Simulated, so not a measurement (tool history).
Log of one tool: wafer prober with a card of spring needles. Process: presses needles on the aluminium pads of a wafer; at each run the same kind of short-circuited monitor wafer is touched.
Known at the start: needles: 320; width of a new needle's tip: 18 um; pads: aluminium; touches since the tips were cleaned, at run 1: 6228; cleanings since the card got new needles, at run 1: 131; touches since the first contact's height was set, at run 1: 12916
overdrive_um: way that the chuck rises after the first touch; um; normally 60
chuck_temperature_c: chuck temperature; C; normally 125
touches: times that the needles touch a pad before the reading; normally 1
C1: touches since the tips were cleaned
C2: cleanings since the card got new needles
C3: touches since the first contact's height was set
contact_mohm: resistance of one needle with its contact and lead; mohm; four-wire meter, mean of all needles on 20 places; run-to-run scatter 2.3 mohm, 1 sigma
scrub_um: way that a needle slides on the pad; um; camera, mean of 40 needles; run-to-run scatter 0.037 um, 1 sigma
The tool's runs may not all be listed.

{"run": 1, "day": 0.0, "overdrive_um": 60, "chuck_temperature_c": 125, "touches": 1, "C1": 6228, "C2": 131, "C3": 12916, "contact_mohm": 361, "scrub_um": 13.12}
{"day": 0.162, "done": "tips cleaned on abrasive film"}
{"day": 0.842, "done": "tips cleaned on abrasive film"}
{"day": 1.538, "done": "tips cleaned on abrasive film"}
{"run": 2, "day": 2.158, "overdrive_um": 57, "chuck_temperature_c": 125, "touches": 1, "C1": 6275, "C2": 134, "C3": 34622, "contact_mohm": 372, "scrub_um": 12.38}
{"day": 2.308, "done": "tips cleaned on abrasive film"}
{"day": 3.079, "done": "tips cleaned on abrasive film"}
{"day": 3.792, "done": "tips cleaned on abrasive film"}
{"run": 3, "day": 4.117, "overdrive_um": 57, "chuck_temperature_c": 125, "touches": 1, "C1": 3291, "C2": 137, "C3": 54290, "contact_mohm": 361, "scrub_um": 12.32}
{"day": 4.558, "done": "tips cleaned on abrasive film"}
{"day": 5.375, "done": "tips cleaned on abrasive film"}
{"run": 4, "day": 6.033, "overdrive_um": 60, "chuck_temperature_c": 125, "touches": 1, "C1": 6652, "C2": 139, "C3": 73577, "contact_mohm": 369, "scrub_um": 12.93}
{"day": 6.196, "done": "tips cleaned on abrasive film"}
{"day": 6.979, "done": "tips cleaned on abrasive film"}
{"run": 5, "day": 7.612, "overdrive_um": 60, "chuck_temperature_c": 125, "touches": 1, "C1": 6382, "C2": 141, "C3": 89432, "contact_mohm": 371, "scrub_um": 12.83}
{"day": 7.783, "done": "tips cleaned on abrasive film"}
{"day": 8.579, "done": "tips cleaned on abrasive film"}
{"day": 9.35, "done": "tips cleaned on abrasive film"}
{"run": 6, "day": 9.579, "overdrive_um": 66, "chuck_temperature_c": 125, "touches": 1, "C1": 2329, "C2": 144, "C3": 109194, "contact_mohm": 332, "scrub_um": 14.16}
{"day": 10.042, "done": "tips cleaned on abrasive film"}
{"day": 10.846, "done": "tips cleaned on abrasive film"}
{"run": 7, "day": 11.304, "overdrive_um": 66, "chuck_temperature_c": 125, "touches": 1, "C1": 4635, "C2": 146, "C3": 126541, "contact_mohm": 344, "scrub_um": 14.03}
{"day": 11.604, "done": "tips cleaned on abrasive film"}
{"day": 12.321, "done": "tips cleaned on abrasive film"}
{"day": 13.0, "done": "tips cleaned on abrasive film"}
{"day": 13.7, "done": "tips cleaned on abrasive film"}
{"run": 8, "day": 13.738, "overdrive_um": 66, "chuck_temperature_c": 125, "touches": 1, "C1": 395, "C2": 150, "C3": 150960, "contact_mohm": 281, "scrub_um": 14.04}
{"day": 14.517, "done": "tips cleaned on abrasive film"}
{"run": 9, "day": 14.954, "overdrive_um": 60, "chuck_temperature_c": 125, "touches": 1, "C1": 4433, "C2": 151, "C3": 163224, "contact_mohm": 364, "scrub_um": 12.75}
{"day": 15.288, "done": "tips cleaned on abrasive film"}
{"day": 16.05, "done": "tips cleaned on abrasive film"}
{"run": 10, "day": 16.708, "overdrive_um": 60, "chuck_temperature_c": 125, "touches": 1, "C1": 6650, "C2": 153, "C3": 180850, "contact_mohm": 375, "scrub_um": 12.75}
{"day": 16.875, "done": "tips cleaned on abrasive film"}
{"day": 17.65, "done": "tips cleaned on abrasive film"}
{"day": 18.162, "done": "height of the first contact set anew"}
{"run": 11, "day": 18.162, "overdrive_um": 60, "chuck_temperature_c": 125, "touches": 1, "C1": 5077, "C2": 155, "C3": 0, "contact_mohm": 366, "scrub_um": 13.1}
{"day": 18.458, "done": "tips cleaned on abrasive film"}
{"day": 19.204, "done": "tips cleaned on abrasive film"}
{"run": 12, "day": 19.596, "overdrive_um": 60, "chuck_temperature_c": 125, "touches": 1, "C1": 3964, "C2": 157, "C3": 14409, "contact_mohm": 360, "scrub_um": 13.09}
{"day": 19.929, "done": "tips cleaned on abrasive film"}
{"day": 20.688, "done": "tips cleaned on abrasive film"}
{"run": 13, "day": 21.092, "overdrive_um": 60, "chuck_temperature_c": 125, "touches": 1, "C1": 4097, "C2": 159, "C3": 29422, "contact_mohm": 363, "scrub_um": 13.02}
{"day": 21.367, "done": "tips cleaned on abrasive film"}
{"day": 22.092, "done": "tips cleaned on abrasive film"}
{"day": 22.917, "done": "tips cleaned on abrasive film"}
{"day": 23.608, "done": "tips cleaned on abrasive film"}
{"run": 14, "day": 23.608, "overdrive_um": 60, "chuck_temperature_c": 125, "touches": 2, "C1": 0, "C2": 163, "C3": 54703, "contact_mohm": 263, "scrub_um": 12.97}
{"day": 24.379, "done": "tips cleaned on abrasive film"}
{"run": 15, "day": 24.967, "overdrive_um": 60, "chuck_temperature_c": 115, "touches": 1, "C1": 5949, "C2": 164, "C3": 68401, "contact_mohm": 376, "scrub_um": 12.94}
{"day": 25.079, "done": "tips cleaned on abrasive film"}
{"day": 25.825, "done": "tips cleaned on abrasive film"}
{"day": 26.562, "done": "tips cleaned on abrasive film"}
{"run": 16, "day": 26.617, "overdrive_um": 60, "chuck_temperature_c": 76, "touches": 1, "C1": 542, "C2": 167, "C3": 84927, "contact_mohm": 276, "scrub_um": 12.95}
{"day": 27.246, "done": "tips cleaned on abrasive film"}
{"day": 27.954, "done": "tips cleaned on abrasive film"}
{"run": 17, "day": 28.058, "overdrive_um": 75, "chuck_temperature_c": 36, "touches": 2, "C1": 1059, "C2": 169, "C3": 99433, "contact_mohm": 254, "scrub_um": 16.17}
{"day": 28.692, "done": "tips cleaned on abrasive film"}
{"day": 29.467, "done": "tips cleaned on abrasive film"}
{"run": 18, "day": 29.988, "overdrive_um": 42, "chuck_temperature_c": 125, "touches": 1, "C1": 5266, "C2": 171, "C3": 118849, "contact_mohm": 491, "scrub_um": 8.88}
{"day": 30.138, "done": "tips cleaned on abrasive film"}
{"day": 30.896, "done": "tips cleaned on abrasive film"}
{"run": 19, "day": 31.062, "overdrive_um": 42, "chuck_temperature_c": 125, "touches": 1, "C1": 1711, "C2": 173, "C3": 129634, "contact_mohm": 388, "scrub_um": 8.78}
{"day": 31.562, "done": "tips cleaned on abrasive film"}
{"day": 32.312, "done": "tips cleaned on abrasive film"}
{"day": 33.033, "done": "tips cleaned on abrasive film"}
{"run": 20, "day": 33.262, "overdrive_um": 49, "chuck_temperature_c": 67, "touches": 1, "C1": 2312, "C2": 176, "C3": 151731, "contact_mohm": 389, "scrub_um": 10.27}
{"day": 33.721, "done": "tips cleaned on abrasive film"}
{"day": 34.438, "done": "tips cleaned on abrasive film"}
{"run": 21, "day": 34.438, "overdrive_um": 67, "chuck_temperature_c": 63, "touches": 1, "C1": 0, "C2": 178, "C3": 163496, "contact_mohm": 248, "scrub_um": 14.12}
{"day": 35.2, "done": "tips cleaned on abrasive film"}
{"run": 22, "day": 35.771, "overdrive_um": 60, "chuck_temperature_c": 59, "touches": 1, "C1": 5761, "C2": 179, "C3": 176961, "contact_mohm": 380, "scrub_um": 12.65}
{"day": 35.942, "done": "tips cleaned on abrasive film"}
{"day": 36.762, "done": "tips cleaned on abrasive film"}
{"day": 37.542, "done": "tips cleaned on abrasive film"}
{"day": 37.704, "done": "height of the first contact set anew"}
{"run": 23, "day": 37.879, "overdrive_um": 50, "chuck_temperature_c": 85, "touches": 1, "C1": 3256, "C2": 182, "C3": 1744, "contact_mohm": 399, "scrub_um": 10.87}
{"day": 38.3, "done": "tips cleaned on abrasive film"}
{"day": 39.046, "done": "tips cleaned on abrasive film"}
{"run": 24, "day": 39.292, "overdrive_um": 50, "chuck_temperature_c": 85, "touches": 1, "C1": 2453, "C2": 184, "C3": 15938, "contact_mohm": 368, "scrub_um": 10.88}

Run 25 has not been measured yet. What should we expect?
{"day": 39.746, "done": "tips cleaned on abrasive film"}
{"day": 40.529, "done": "tips cleaned on abrasive film"}
{"day": 41.196, "done": "tips cleaned on abrasive film"}
{"run": 25, "day": 41.462, "overdrive_um": 66, "chuck_temperature_c": 81, "touches": 2, "C1": 2715, "C2": 187, "C3": 37784, "contact_mohm": "?", "scrub_um": "?"}

contact_mohm: 296 mohm
scrub_um: 14.33 um
Take away the tool's hidden state, keep the run-to-run variation as it was, and the same run would have given contact_mohm 246 mohm, scrub_um 14.42 um.
